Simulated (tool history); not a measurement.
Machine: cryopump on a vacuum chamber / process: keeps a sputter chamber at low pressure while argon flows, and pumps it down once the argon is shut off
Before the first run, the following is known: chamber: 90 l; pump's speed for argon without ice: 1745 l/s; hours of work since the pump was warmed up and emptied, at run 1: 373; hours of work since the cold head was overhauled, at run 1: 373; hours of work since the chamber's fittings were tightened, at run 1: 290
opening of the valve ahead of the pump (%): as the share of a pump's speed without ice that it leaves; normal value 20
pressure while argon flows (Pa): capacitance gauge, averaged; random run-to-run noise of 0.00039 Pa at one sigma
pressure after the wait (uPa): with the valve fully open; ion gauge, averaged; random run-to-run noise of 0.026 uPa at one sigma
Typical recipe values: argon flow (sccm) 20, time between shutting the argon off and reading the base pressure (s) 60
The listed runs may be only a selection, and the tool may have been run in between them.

| run | hour | argon flow (sccm) | time between shutting the argon off and reading the base pressure (s) | opening of the valve ahead of the pump (%) | hours of work since the pump was warmed up and emptied | hours of work since the cold head was overhauled | hours of work since the chamber's fittings were tightened | pressure while argon flows (Pa) | pressure after the wait (uPa) |
|---|---|---|---|---|---|---|---|---|---|
| 1 | 0.0 | 20 | 60 | 20 | 373 | 373 | 290 | 0.0996 | 1.48 |
| 2 | 33.0 | 20 | 60 | 55 | 392 | 392 | 309 | 0.0379 | 1.45 |
| 3 | 85.0 | 20 | 60 | 55 | 421 | 421 | 338 | 0.0386 | 1.51 |
| 4 | 125.0 | 23 | 60 | 20 | 444 | 444 | 361 | 0.1147 | 1.52 |
| 5 | 168.1 | 23 | 60 | 20 | 468 | 468 | 385 | 0.1151 | 1.56 |
| 6 | 221.9 | 9 | 60 | 20 | 499 | 499 | 416 | 0.0455 | 1.56 |
| 7 | 273.7 | 9 | 60 | 20 | 528 | 528 | 445 | 0.0457 | 1.57 |
| 8 | 314.0 | 9 | 60 | 20 | 551 | 551 | 468 | 0.0457 | 1.57 |
| 9 | 353.9 | 9 | 60 | 20 | 574 | 574 | 490 | 0.0456 | 1.66 |
| 10 | 392.7 | 9 | 60 | 20 | 596 | 596 | 512 | 0.0458 | 1.65 |
| 11 | 444.9 | 20 | 60 | 20 | 625 | 625 | 542 | 0.1008 | 1.78 |
| 12 | 485.1 | 20 | 60 | 30 | 648 | 648 | 565 | 0.0705 | 1.75 |
| 13 | 526.7 | 20 | 60 | 20 | 672 | 672 | 588 | 0.1026 | 1.81 |
| 14 | 568.8 | 21 | 60 | 20 | 695 | 695 | 612 | 0.1078 | 1.82 |
|  | 602.0 | pump warmed up, emptied and cooled again |
| 15 | 634.1 | 20 | 60 | 20 | 18 | 730 | 646 | 0.0975 | 1.67 |
| 16 | 692.8 | 20 | 60 | 20 | 51 | 763 | 679 | 0.0970 | 1.71 |
| 17 | 740.0 | 20 | 60 | 20 | 78 | 790 | 706 | 0.0973 | 1.72 |
| 18 | 797.5 | 26 | 60 | 20 | 111 | 822 | 739 | 0.1282 | 1.74 |
| 19 | 839.7 | 26 | 60 | 20 | 135 | 846 | 763 | 0.1274 | 1.81 |
| 20 | 879.0 | 21 | 60 | 28 | 157 | 868 | 785 | 0.0735 | 1.84 |
| 21 | 924.9 | 30 | 21 | 20 | 183 | 894 | 811 | 0.1470 | 3.70 |
| 22 | 973.1 | 11 | 60 | 31 | 210 | 922 | 838 | 0.0353 | 1.92 |
| 23 | 1030.5 | 37 | 132 | 49 | 243 | 954 | 871 | 0.0768 | 1.41 |
| 24 | 1074.3 | 19 | 132 | 46 | 268 | 979 | 896 | 0.0414 | 1.46 |
| 25 | 1137.0 | 19 | 87 | 31 | 303 | 1014 | 931 | 0.0615 | 1.67 |
| 26 | 1178.9 | 37 | 60 | 25 | 327 | 1038 | 955 | 0.1471 | 2.00 |
| 27 | 1236.6 | 37 | 60 | 25 | 359 | 1071 | 987 | 0.1483 | 2.05 |
| 28 | 1272.8 | 27 | 202 | 25 | 380 | 1091 | 1008 | 0.1079 | 1.41 |
| 29 | 1305.9 | 27 | 202 | 25 | 399 | 1110 | 1027 | 0.1083 | 1.41 |
| 30 | 1335.8 | 14 | 80 | 16 | 416 | 1127 | 1044 | 0.0864 | 1.90 |
| 31 | 1366.7 | 25 | 26 | 16 | 433 | 1145 | 1061 | 0.1552 | 3.36 |
| 32 | 1414.6 | 20 | 60 | 33 | 460 | 1172 | 1088 | 0.0621 | 2.23 |
| 33 | 1461.5 | 20 | 113 | 57 | 487 | 1198 | 1115 | 0.0375 | 1.77 |
| 34 | 1494.0 | 9 | 64 | 15 | 505 | 1217 | 1133 | 0.0598 | 2.23 |
| 35 | 1524.6 | 9 | 296 | 29 | 523 | 1234 | 1151 | 0.0315 | 1.48 |

How the hidden state differs across the entries between the runs, from the last listed run before each to the first after it:
Logged between run 14 and run 15: pump warmed up, emptied and cooled again (hour 602.0)
  pump's speed, % of a pump's without ice: 77.8 -> 99.1; cold plate's temperature, K: 12.43 -> 12.45; leak into the chamber, uPa l/s: 1136 -> 1184
  measured minus no-state result, pressure while argon flows (Pa): +0.0060 -> +0.0004; pressure after the wait (uPa): +0.67 -> +0.52
